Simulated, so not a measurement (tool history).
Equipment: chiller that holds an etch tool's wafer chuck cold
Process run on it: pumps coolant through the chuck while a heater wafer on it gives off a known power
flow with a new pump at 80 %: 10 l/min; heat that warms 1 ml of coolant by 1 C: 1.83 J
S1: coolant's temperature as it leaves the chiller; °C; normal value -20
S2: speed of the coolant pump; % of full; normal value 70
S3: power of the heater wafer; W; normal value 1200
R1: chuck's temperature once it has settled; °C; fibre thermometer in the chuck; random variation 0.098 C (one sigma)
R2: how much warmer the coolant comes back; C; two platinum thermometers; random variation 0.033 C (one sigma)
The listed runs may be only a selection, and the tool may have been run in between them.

run 1 day=0 | S1=-20 S2=70 S3=1200 | R1=-9.51 R2=4.91
run 2 day=6.596 | S1=-20 S2=70 S3=1200 | R1=-9.45 R2=4.88
run 3 day=10.908 | S1=-20 S2=70 S3=1200 | R1=-9.37 R2=4.85
run 4 day=15.408 | S1=-20 S2=70 S3=1200 | R1=-9.42 R2=4.88
run 5 day=23.05 | S1=-19 S2=70 S3=1200 | R1=-8.34 R2=4.96
run 6 day=26.471 | S1=-21 S2=70 S3=1200 | R1=-10.48 R2=4.97
-- day=31.208 coolant pump overhauled
run 7 day=34.629 | S1=-20 S2=84 S3=1200 | R1=-11.02 R2=3.77
run 8 day=38.771 | S1=-20 S2=84 S3=1200 | R1=-11.03 R2=3.77
run 9 day=43.083 | S1=-20 S2=87 S3=1200 | R1=-11.32 R2=3.58
run 10 day=49.558 | S1=-20 S2=87 S3=1200 | R1=-11.29 R2=3.6
run 11 day=53.925 | S1=-15 S2=87 S3=1200 | R1=-6.49 R2=3.62
run 12 day=60.158 | S1=-15 S2=87 S3=1200 | R1=-6.17 R2=3.58
run 13 day=64.962 | S1=-15 S2=87 S3=1200 | R1=-6.13 R2=3.63
-- day=68.108 coolant changed, channels flushed
run 14 day=72.692 | S1=-15 S2=87 S3=1200 | R1=-7.25 R2=3.64
run 15 day=79.3 | S1=-19 S2=70 S3=1200 | R1=-9.93 R2=4.55
run 16 day=86.571 | S1=-19 S2=70 S3=1200 | R1=-9.99 R2=4.61
run 17 day=94.921 | S1=-19 S2=70 S3=1200 | R1=-9.94 R2=4.59
run 18 day=98.912 | S1=-21 S2=88 S3=1200 | R1=-13.18 R2=3.62
run 19 day=105.904 | S1=-21 S2=70 S3=1200 | R1=-11.87 R2=4.64

What will run 20 give?
run 20 day=113.529 | S1=-21 S2=70 S3=1200 | R1=? R2=?

{"run 20": {"R1": -11.8, "R2": 4.67}}
Were there no unlogged condition in the tool, this run, its random variation unchanged, would have produced R1 -11.72 °C, R2 4.59 C.
